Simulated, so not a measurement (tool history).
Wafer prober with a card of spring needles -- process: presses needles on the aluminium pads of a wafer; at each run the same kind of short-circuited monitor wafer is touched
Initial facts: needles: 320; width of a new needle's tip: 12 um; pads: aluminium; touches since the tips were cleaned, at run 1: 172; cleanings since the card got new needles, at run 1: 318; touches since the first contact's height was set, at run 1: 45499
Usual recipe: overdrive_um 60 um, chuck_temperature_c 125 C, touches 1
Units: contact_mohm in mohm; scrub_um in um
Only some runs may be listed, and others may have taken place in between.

run	hour	overdrive_um	chuck_temperature_c	touches	touches since the tips were cleaned	cleanings since the card got new needles	touches since the first contact's height was set	contact_mohm	scrub_um
1	0.0	60	125	1	172	318	45499	208	10.93
# hour 3.3: tips cleaned on abrasive film
# hour 6.7: tips cleaned on abrasive film
# hour 10.0: tips cleaned on abrasive film
# hour 14.2: tips cleaned on abrasive film
# hour 17.5: tips cleaned on abrasive film
# hour 21.7: tips cleaned on abrasive film
# hour 25.9: tips cleaned on abrasive film
# hour 29.2: tips cleaned on abrasive film
# hour 33.4: tips cleaned on abrasive film
2	33.8	73	125	1	216	327	60825	208	13.03
# hour 37.2: tips cleaned on abrasive film
# hour 40.5: tips cleaned on abrasive film
# hour 43.8: tips cleaned on abrasive film
# hour 48.0: tips cleaned on abrasive film
# hour 51.3: tips cleaned on abrasive film
# hour 54.7: tips cleaned on abrasive film
# hour 58.9: tips cleaned on abrasive film
# hour 62.2: tips cleaned on abrasive film
# hour 74.2: card fitted with new needles
# hour 77.5: tips cleaned on abrasive film
# hour 80.9: tips cleaned on abrasive film
# hour 84.2: tips cleaned on abrasive film
3	84.7	60	67	1	215	3	4748	186	11.22
# hour 88.0: tips cleaned on abrasive film
# hour 91.4: tips cleaned on abrasive film
# hour 95.5: tips cleaned on abrasive film
# hour 99.7: tips cleaned on abrasive film
# hour 103.0: tips cleaned on abrasive film
# hour 106.4: tips cleaned on abrasive film
# hour 110.5: tips cleaned on abrasive film
# hour 114.7: tips cleaned on abrasive film
# hour 118.9: tips cleaned on abrasive film
# hour 123.0: tips cleaned on abrasive film
# hour 126.4: tips cleaned on abrasive film
# hour 130.5: tips cleaned on abrasive film
# hour 134.7: tips cleaned on abrasive film
# hour 138.0: tips cleaned on abrasive film
4	140.0	60	67	1	913	17	29836	199	11.15
# hour 141.7: tips cleaned on abrasive film
# hour 145.0: tips cleaned on abrasive film
# hour 148.4: tips cleaned on abrasive film
# hour 151.7: tips cleaned on abrasive film
# hour 155.9: tips cleaned on abrasive film
# hour 160.0: tips cleaned on abrasive film
# hour 163.4: tips cleaned on abrasive film
# hour 166.7: tips cleaned on abrasive film
# hour 170.4: tips cleaned on abrasive film
5	170.4	60	67	1	0	26	43600	186	10.91
# hour 174.6: tips cleaned on abrasive film
# hour 178.7: tips cleaned on abrasive film
# hour 182.1: tips cleaned on abrasive film
# hour 185.4: tips cleaned on abrasive film
# hour 188.8: tips cleaned on abrasive film
# hour 192.9: tips cleaned on abrasive film
# hour 196.3: tips cleaned on abrasive film
# hour 199.6: tips cleaned on abrasive film
# hour 203.0: tips cleaned on abrasive film
# hour 207.1: tips cleaned on abrasive film
# hour 210.5: tips cleaned on abrasive film
# hour 213.8: tips cleaned on abrasive film
# hour 218.0: tips cleaned on abrasive film
# hour 221.3: tips cleaned on abrasive film
# hour 224.7: tips cleaned on abrasive film
# hour 228.0: tips cleaned on abrasive film
# hour 232.2: tips cleaned on abrasive film
# hour 235.5: tips cleaned on abrasive film
6	236.1	60	67	1	285	44	73347	191	10.61
# hour 239.5: tips cleaned on abrasive film
# hour 242.8: tips cleaned on abrasive film
# hour 246.2: tips cleaned on abrasive film
# hour 249.5: tips cleaned on abrasive film
# hour 253.7: tips cleaned on abrasive film
# hour 257.8: tips cleaned on abrasive film
# hour 261.2: tips cleaned on abrasive film
# hour 264.5: tips cleaned on abrasive film
# hour 267.9: tips cleaned on abrasive film
# hour 271.2: tips cleaned on abrasive film
# hour 274.5: tips cleaned on abrasive film, once more
7	275.1	60	67	1	282	55	91004	190	10.67
# hour 278.5: tips cleaned on abrasive film
# hour 282.6: tips cleaned on abrasive film
# hour 286.8: tips cleaned on abrasive film
# hour 290.1: tips cleaned on abrasive film
# hour 294.3: tips cleaned on abrasive film
# hour 297.6: tips cleaned on abrasive film
# hour 301.0: tips cleaned on abrasive film
# hour 304.3: tips cleaned on abrasive film
# hour 307.7: tips cleaned on abrasive film
# hour 311.8: tips cleaned on abrasive film
8	312.2	60	67	1	165	65	107788	190	10.52
# hour 315.5: tips cleaned on abrasive film
# hour 318.9: tips cleaned on abrasive film
# hour 322.2: tips cleaned on abrasive film
# hour 325.6: tips cleaned on abrasive film
# hour 329.7: tips cleaned on abrasive film
# hour 333.9: tips cleaned on abrasive film
# hour 337.2: tips cleaned on abrasive film
# hour 341.4: tips cleaned on abrasive film
# hour 341.7: height of the first contact set anew
# hour 345.0: tips cleaned on abrasive film
9	345.2	67	51	2	99	74	1610	185	12.66
# hour 348.6: tips cleaned on abrasive film
# hour 351.9: tips cleaned on abrasive film
# hour 355.3: tips cleaned on abrasive film
# hour 358.6: tips cleaned on abrasive film
# hour 362.0: tips cleaned on abrasive film
# hour 365.3: tips cleaned on abrasive film
# hour 368.7: tips cleaned on abrasive film
# hour 372.8: tips cleaned on abrasive film
# hour 376.2: tips cleaned on abrasive film
# hour 379.5: tips cleaned on abrasive film
# hour 382.9: tips cleaned on abrasive film
# hour 386.2: tips cleaned on abrasive film
# hour 389.5: tips cleaned on abrasive film
# hour 393.7: tips cleaned on abrasive film
# hour 397.0: tips cleaned on abrasive film
# hour 400.4: tips cleaned on abrasive film
# hour 404.4: tips cleaned on abrasive film
10	404.4	67	60	1	0	91	28343	181	12.39
# hour 408.5: tips cleaned on abrasive film
# hour 412.7: tips cleaned on abrasive film
# hour 416.0: tips cleaned on abrasive film
# hour 419.4: tips cleaned on abrasive film
# hour 422.7: tips cleaned on abrasive film
# hour 426.9: tips cleaned on abrasive film
# hour 430.2: tips cleaned on abrasive film
# hour 433.6: tips cleaned on abrasive film
# hour 436.9: tips cleaned on abrasive film
# hour 440.2: tips cleaned on abrasive film
# hour 444.4: tips cleaned on abrasive film
# hour 448.6: tips cleaned on abrasive film
# hour 451.9: tips cleaned on abrasive film
# hour 456.1: tips cleaned on abrasive film
# hour 460.2: tips cleaned on abrasive film
# hour 463.6: tips cleaned on abrasive film
11	466.5	65	28	2	1382	107	56543	189	11.70
# hour 467.4: tips cleaned on abrasive film
# hour 470.8: tips cleaned on abrasive film
# hour 474.9: tips cleaned on abrasive film
# hour 478.3: tips cleaned on abrasive film
# hour 482.4: tips cleaned on abrasive film
# hour 485.8: tips cleaned on abrasive film
# hour 489.1: tips cleaned on abrasive film
# hour 493.3: tips cleaned on abrasive film
# hour 497.4: tips cleaned on abrasive film
# hour 500.8: tips cleaned on abrasive film
# hour 504.1: tips cleaned on abrasive film
12	506.8	52	28	2	1256	118	74796	197	9.03
# hour 507.7: tips cleaned on abrasive film
# hour 511.9: tips cleaned on abrasive film
# hour 515.2: tips cleaned on abrasive film
# hour 519.4: tips cleaned on abrasive film
# hour 522.7: tips cleaned on abrasive film
# hour 526.1: tips cleaned on abrasive film
# hour 529.4: tips cleaned on abrasive film
# hour 532.8: tips cleaned on abrasive film
# hour 536.1: tips cleaned on abrasive film
# hour 539.5: tips cleaned on abrasive film
# hour 542.8: tips cleaned on abrasive film
# hour 546.2: tips cleaned on abrasive film
# hour 550.3: tips cleaned on abrasive film
# hour 553.7: tips cleaned on abrasive film
# hour 557.0: tips cleaned on abrasive film
# hour 560.3: tips cleaned on abrasive film
# hour 563.7: tips cleaned on abrasive film
# hour 567.8: tips cleaned on abrasive film
# hour 571.2: tips cleaned on abrasive film
13	573.2	79	120	3	947	137	104827	195	13.89
# hour 574.9: tips cleaned on abrasive film
# hour 578.3: tips cleaned on abrasive film
# hour 581.6: tips cleaned on abrasive film
# hour 585.0: tips cleaned on abrasive film
# hour 589.1: tips cleaned on abrasive film
# hour 593.3: tips cleaned on abrasive film
# hour 597.4: tips cleaned on abrasive film
# hour 601.6: tips cleaned on abrasive film
# hour 604.9: tips cleaned on abrasive film
# hour 609.1: tips cleaned on abrasive film
# hour 609.4: height of the first contact set anew
# hour 612.7: tips cleaned on abrasive film
# hour 616.1: tips cleaned on abrasive film
# hour 620.3: tips cleaned on abrasive film
# hour 623.6: tips cleaned on abrasive film
# hour 627.8: tips cleaned on abrasive film
14	629.2	79	120	3	688	152	8998	197	14.71

Forecast run 15:
# hour 631.8: tips cleaned on abrasive film
# hour 635.1: tips cleaned on abrasive film
# hour 638.5: tips cleaned on abrasive film
# hour 641.8: tips cleaned on abrasive film
# hour 645.1: tips cleaned on abrasive film
# hour 649.3: tips cleaned on abrasive film
# hour 653.5: tips cleaned on abrasive film
# hour 656.8: tips cleaned on abrasive film
# hour 661.0: tips cleaned on abrasive film
# hour 665.1: tips cleaned on abrasive film
# hour 669.3: tips cleaned on abrasive film
# hour 673.4: tips cleaned on abrasive film
15	674.5	46	33	1	480	164	29497	?	?

Run 15 produced contact_mohm 196 mohm, scrub_um 8.48 um.
With the hidden condition absent and the run-to-run variation left alone, this run would have shown contact_mohm 176 mohm, scrub_um 8.72 um.
